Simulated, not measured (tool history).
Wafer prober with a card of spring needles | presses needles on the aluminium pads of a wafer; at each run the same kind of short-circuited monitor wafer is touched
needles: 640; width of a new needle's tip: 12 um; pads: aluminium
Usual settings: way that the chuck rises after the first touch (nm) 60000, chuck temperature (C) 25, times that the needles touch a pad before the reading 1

| run | hour | way that the chuck rises after the first touch (nm) | chuck temperature (C) | times that the needles touch a pad before the reading | resistance of one needle with its contact and lead (mohm) | way that a needle slides on the pad (nm) |
|---|---|---|---|---|---|---|
| 1 | 0.0 | 60000 | 25 | 1 | 211 | 6440 |
| 2 | 8.1 | 60000 | 102 | 1 | 221 | 6350 |
| 3 | 19.5 | 60000 | 25 | 1 | 215 | 6410 |
| 4 | 30.9 | 60000 | 25 | 1 | 211 | 6150 |
| 5 | 41.3 | 60000 | 25 | 1 | 205 | 6270 |
| 6 | 53.9 | 69000 | 25 | 1 | 204 | 7290 |
| 7 | 66.6 | 69000 | 25 | 1 | 203 | 7300 |
| 8 | 80.6 | 60000 | 25 | 3 | 205 | 6200 |
| 9 | 87.2 | 60000 | 25 | 3 | 206 | 6090 |
| 10 | 93.3 | 40000 | 25 | 3 | 215 | 3700 |
| 11 | 101.8 | 60000 | 25 | 3 | 208 | 6050 |
| 12 | 115.6 | 60000 | 25 | 3 | 203 | 5910 |
| 13 | 128.3 | 60000 | 25 | 3 | 201 | 6050 |
| 14 | 140.4 | 60000 | 25 | 3 | 202 | 5880 |
| 15 | 148.2 | 60000 | 25 | 1 | 205 | 6120 |
| 16 | 159.0 | 60000 | 25 | 1 | 216 | 5920 |
| 17 | 171.5 | 60000 | 44 | 1 | 221 | 6010 |
| 18 | 177.4 | 60000 | 83 | 1 | 231 | 6020 |
| 19 | 191.7 | 73000 | 29 | 1 | 203 | 7520 |
| 20 | 203.9 | 76000 | 29 | 1 | 207 | 9340 |
| 21 | 216.0 | 59000 | 28 | 1 | 212 | 7120 |
| 22 | 230.0 | 48000 | 99 | 1 | 218 | 5810 |
| 23 | 236.2 | 60000 | 25 | 2 | 202 | 7270 |
| 24 | 246.4 | 70000 | 26 | 1 | 206 | 8490 |
| 25 | 255.7 | 60000 | 59 | 2 | 211 | 7230 |
| 26 | 262.7 | 48000 | 73 | 2 | 215 | 5840 |
| 27 | 274.9 | 72000 | 68 | 2 | 210 | 8780 |
| 28 | 287.9 | 72000 | 68 | 2 | 210 | 8630 |
| 29 | 299.1 | 60000 | 59 | 2 | 211 | 7180 |
| 30 | 311.4 | 60000 | 59 | 2 | 210 | 7200 |

Taken out of this log: 51 entries between the listed runs. Where each belongs, and how the hidden state differs across it:
Between runs 1 and 2: tips cleaned on abrasive film (hour 1.9); tips cleaned on abrasive film (hour 8.1)
  debris on the tips, nm: 28 -> 2.4; way that the needles fall short of the set height, um: 8.79 -> 9.01; tips' diameter, um: 15.07 -> 15.15
  measured less the result without the state, resistance of one needle with its contact and lead (mohm): +13 -> +4; way that a needle slides on the pad (nm): -1100 -> -1110
Between runs 2 and 3: tips cleaned on abrasive film (hour 14.5)
  debris on the tips, nm: 2.4 -> 33.5; way that the needles fall short of the set height, um: 9.01 -> 9.14; tips' diameter, um: 15.15 -> 15.2
  measured less the result without the state, resistance of one needle with its contact and lead (mohm): +4 -> +15; way that a needle slides on the pad (nm): -1110 -> -1120
Between runs 3 and 4: tips cleaned on abrasive film (hour 20.4); tips cleaned on abrasive film (hour 26.9)
  debris on the tips, nm: 33.5 -> 24.8; way that the needles fall short of the set height, um: 9.14 -> 9.38; tips' diameter, um: 15.2 -> 15.28
  measured less the result without the state, resistance of one needle with its contact and lead (mohm): +15 -> +11; way that a needle slides on the pad (nm): -1120 -> -1150
Between runs 4 and 5: tips cleaned on abrasive film (hour 33.5); tips cleaned on abrasive film (hour 39.5)
  debris on the tips, nm: 24.8 -> 14.5; way that the needles fall short of the set height, um: 9.38 -> 9.61; tips' diameter, um: 15.28 -> 15.36
  measured less the result without the state, resistance of one needle with its contact and lead (mohm): +11 -> +8; way that a needle slides on the pad (nm): -1150 -> -1170
Between runs 5 and 6: tips cleaned on abrasive film (hour 46.0); tips cleaned on abrasive film (hour 53.0)
  debris on the tips, nm: 14.5 -> 11.3; way that the needles fall short of the set height, um: 9.61 -> 9.79; tips' diameter, um: 15.36 -> 15.43
  measured less the result without the state, resistance of one needle with its contact and lead (mohm): +8 -> +6; way that a needle slides on the pad (nm): -1170 -> -1210
Between runs 6 and 7: tips cleaned on abrasive film (hour 59.2); tips cleaned on abrasive film (hour 65.7)
  debris on the tips, nm: 11.3 -> 9.1; way that the needles fall short of the set height, um: 9.79 -> 10.03; tips' diameter, um: 15.43 -> 15.51
  measured less the result without the state, resistance of one needle with its contact and lead (mohm): +6 -> +5; way that a needle slides on the pad (nm): -1210 -> -1240
Between runs 7 and 8: tips cleaned on abrasive film (hour 71.7); tips cleaned on abrasive film (hour 77.6)
  debris on the tips, nm: 9.1 -> 22.6; way that the needles fall short of the set height, um: 10.03 -> 10.29; tips' diameter, um: 15.51 -> 15.6
  measured less the result without the state, resistance of one needle with its contact and lead (mohm): +5 -> +6; way that a needle slides on the pad (nm): -1240 -> -1270
Between runs 8 and 9: tips cleaned on abrasive film (hour 83.8)
  debris on the tips, nm: 22.6 -> 23.9; way that the needles fall short of the set height, um: 10.29 -> 10.41; tips' diameter, um: 15.6 -> 15.64
  measured less the result without the state, resistance of one needle with its contact and lead (mohm): +6 -> +7; way that a needle slides on the pad (nm): -1270 -> -1280
Between runs 9 and 10: tips cleaned on abrasive film (hour 90.2)
  debris on the tips, nm: 23.9 -> 20.3; way that the needles fall short of the set height, um: 10.41 -> 10.51; tips' diameter, um: 15.64 -> 15.68
  measured less the result without the state, resistance of one needle with its contact and lead (mohm): +7 -> +13; way that a needle slides on the pad (nm): -1280 -> -1290
Between runs 10 and 11: tips cleaned on abrasive film (hour 96.4)
  debris on the tips, nm: 20.3 -> 33.6; way that the needles fall short of the set height, um: 10.51 -> 10.64; tips' diameter, um: 15.68 -> 15.72
  measured less the result without the state, resistance of one needle with its contact and lead (mohm): +13 -> +8; way that a needle slides on the pad (nm): -1290 -> -1310
Between runs 11 and 12: tips cleaned on abrasive film (hour 102.6); tips cleaned on abrasive film (hour 108.5); tips cleaned on abrasive film (hour 114.6)
  debris on the tips, nm: 33.6 -> 10; way that the needles fall short of the set height, um: 10.64 -> 10.93; tips' diameter, um: 15.72 -> 15.82
  measured less the result without the state, resistance of one needle with its contact and lead (mohm): +8 -> +4; way that a needle slides on the pad (nm): -1310 -> -1340
Between runs 12 and 13: tips cleaned on abrasive film (hour 121.0); tips cleaned on abrasive film (hour 127.8)
  debris on the tips, nm: 10 -> 7.1; way that the needles fall short of the set height, um: 10.93 -> 11.17; tips' diameter, um: 15.82 -> 15.91
  measured less the result without the state, resistance of one needle with its contact and lead (mohm): +4 -> +4; way that a needle slides on the pad (nm): -1340 -> -1380
Between runs 13 and 14: tips cleaned on abrasive film (hour 134.2); tips cleaned on abrasive film (hour 140.1)
  debris on the tips, nm: 7.1 -> 4.5; way that the needles fall short of the set height, um: 11.17 -> 11.4; tips' diameter, um: 15.91 -> 15.99
  measured less the result without the state, resistance of one needle with its contact and lead (mohm): +4 -> +4; way that a needle slides on the pad (nm): -1380 -> -1400
Between runs 14 and 15: tips cleaned on abrasive film (hour 146.9)
  debris on the tips, nm: 4.5 -> 11.9; way that the needles fall short of the set height, um: 11.4 -> 11.48; tips' diameter, um: 15.99 -> 16.02
  measured less the result without the state, resistance of one needle with its contact and lead (mohm): +4 -> +8; way that a needle slides on the pad (nm): -1400 -> -1410
Between runs 15 and 16: tips cleaned on abrasive film (hour 153.8)
  debris on the tips, nm: 11.9 -> 33.8; way that the needles fall short of the set height, um: 11.48 -> 11.56; tips' diameter, um: 16.02 -> 16.05
  measured less the result without the state, resistance of one needle with its contact and lead (mohm): +8 -> +18; way that a needle slides on the pad (nm): -1410 -> -1430
Between runs 16 and 17: tips cleaned on abrasive film (hour 160.1); tips cleaned on abrasive film (hour 166.6)
  debris on the tips, nm: 33.8 -> 32; way that the needles fall short of the set height, um: 11.56 -> 11.74; tips' diameter, um: 16.05 -> 16.11
  measured less the result without the state, resistance of one needle with its contact and lead (mohm): +18 -> +17; way that a needle slides on the pad (nm): -1430 -> -1450
Between runs 17 and 18: tips cleaned on abrasive film (hour 172.4)
  debris on the tips, nm: 32 -> 33.6; way that the needles fall short of the set height, um: 11.74 -> 11.83; tips' diameter, um: 16.11 -> 16.14
  measured less the result without the state, resistance of one needle with its contact and lead (mohm): +17 -> +18; way that a needle slides on the pad (nm): -1450 -> -1460
Between runs 18 and 19: tips cleaned on abrasive film (hour 178.7); tips cleaned on abrasive film (hour 185.2); tips cleaned on abrasive film (hour 191.7)
  debris on the tips, nm: 33.6 -> 4.3; way that the needles fall short of the set height, um: 11.83 -> 12.14; tips' diameter, um: 16.14 -> 16.25
  measured less the result without the state, resistance of one needle with its contact and lead (mohm): +18 -> +4; way that a needle slides on the pad (nm): -1460 -> -1500
Between runs 19 and 20: height of the first contact set anew (hour 196.6); tips cleaned on abrasive film (hour 198.6)
  debris on the tips, nm: 4.3 -> 32.9; way that the needles fall short of the set height, um: 12.14 -> 0.13; tips' diameter, um: 16.25 -> 16.3
  measured less the result without the state, resistance of one needle with its contact and lead (mohm): +4 -> +8; way that a needle slides on the pad (nm): -1500 -> -20
Between runs 20 and 21: tips cleaned on abrasive film (hour 204.8); tips cleaned on abrasive film (hour 211.2)
  debris on the tips, nm: 32.9 -> 32.1; way that the needles fall short of the set height, um: 0.13 -> 0.35; tips' diameter, um: 16.3 -> 16.37
  measured less the result without the state, resistance of one needle with its contact and lead (mohm): +8 -> +12; way that a needle slides on the pad (nm): -20 -> -40
Between runs 21 and 22: tips cleaned on abrasive film (hour 217.1); tips cleaned on abrasive film (hour 223.5); tips cleaned on abrasive film (hour 230.0)
  debris on the tips, nm: 32.1 -> 3.9; way that the needles fall short of the set height, um: 0.35 -> 0.64; tips' diameter, um: 16.37 -> 16.47
  measured less the result without the state, resistance of one needle with its contact and lead (mohm): +12 -> +4; way that a needle slides on the pad (nm): -40 -> -80
Between runs 22 and 23: tips cleaned on abrasive film (hour 236.2)
  debris on the tips, nm: 3.9 -> 2.8; way that the needles fall short of the set height, um: 0.64 -> 0.74; tips' diameter, um: 16.47 -> 16.51
  measured less the result without the state, resistance of one needle with its contact and lead (mohm): +4 -> +2; way that a needle slides on the pad (nm): -80 -> -90
Between runs 23 and 24: tips cleaned on abrasive film (hour 242.6)
  debris on the tips, nm: 2.8 -> 27.2; way that the needles fall short of the set height, um: 0.74 -> 0.82; tips' diameter, um: 16.51 -> 16.54
  measured less the result without the state, resistance of one needle with its contact and lead (mohm): +2 -> +8; way that a needle slides on the pad (nm): -90 -> -100
Between runs 24 and 25: tips cleaned on abrasive film (hour 248.6); tips cleaned on abrasive film (hour 255.3)
  debris on the tips, nm: 27.2 -> 5.4; way that the needles fall short of the set height, um: 0.82 -> 1; tips' diameter, um: 16.54 -> 16.6
  measured less the result without the state, resistance of one needle with its contact and lead (mohm): +8 -> +3; way that a needle slides on the pad (nm): -100 -> -120
Between runs 25 and 26: tips cleaned on abrasive film (hour 261.2)
  debris on the tips, nm: 5.4 -> 13; way that the needles fall short of the set height, um: 1 -> 1.09; tips' diameter, um: 16.6 -> 16.63
  measured less the result without the state, resistance of one needle with its contact and lead (mohm): +3 -> +7; way that a needle slides on the pad (nm): -120 -> -130
Between runs 26 and 27: tips cleaned on abrasive film (hour 267.1); tips cleaned on abrasive film (hour 273.3)
  debris on the tips, nm: 13 -> 10.3; way that the needles fall short of the set height, um: 1.09 -> 1.28; tips' diameter, um: 16.63 -> 16.7
  measured less the result without the state, resistance of one needle with its contact and lead (mohm): +7 -> +2; way that a needle slides on the pad (nm): -130 -> -160
Between runs 27 and 28: tips cleaned on abrasive film (hour 279.8); tips cleaned on abrasive film (hour 286.2)
  debris on the tips, nm: 10.3 -> 13.4; way that the needles fall short of the set height, um: 1.28 -> 1.45; tips' diameter, um: 16.7 -> 16.76
  measured less the result without the state, resistance of one needle with its contact and lead (mohm): +2 -> +3; way that a needle slides on the pad (nm): -160 -> -180
Between runs 28 and 29: tips cleaned on abrasive film (hour 292.6); tips cleaned on abrasive film (hour 298.4)
  debris on the tips, nm: 13.4 -> 6.6; way that the needles fall short of the set height, um: 1.45 -> 1.64; tips' diameter, um: 16.76 -> 16.82
  measured less the result without the state, resistance of one needle with its contact and lead (mohm): +3 -> +4; way that a needle slides on the pad (nm): -180 -> -200
Between runs 29 and 30: tips cleaned on abrasive film (hour 305.1); tips cleaned on abrasive film (hour 311.3)
  debris on the tips, nm: 6.6 -> 5.1; way that the needles fall short of the set height, um: 1.64 -> 1.91; tips' diameter, um: 16.82 -> 16.92
  measured less the result without the state, resistance of one needle with its contact and lead (mohm): +4 -> +3; way that a needle slides on the pad (nm): -200 -> -240
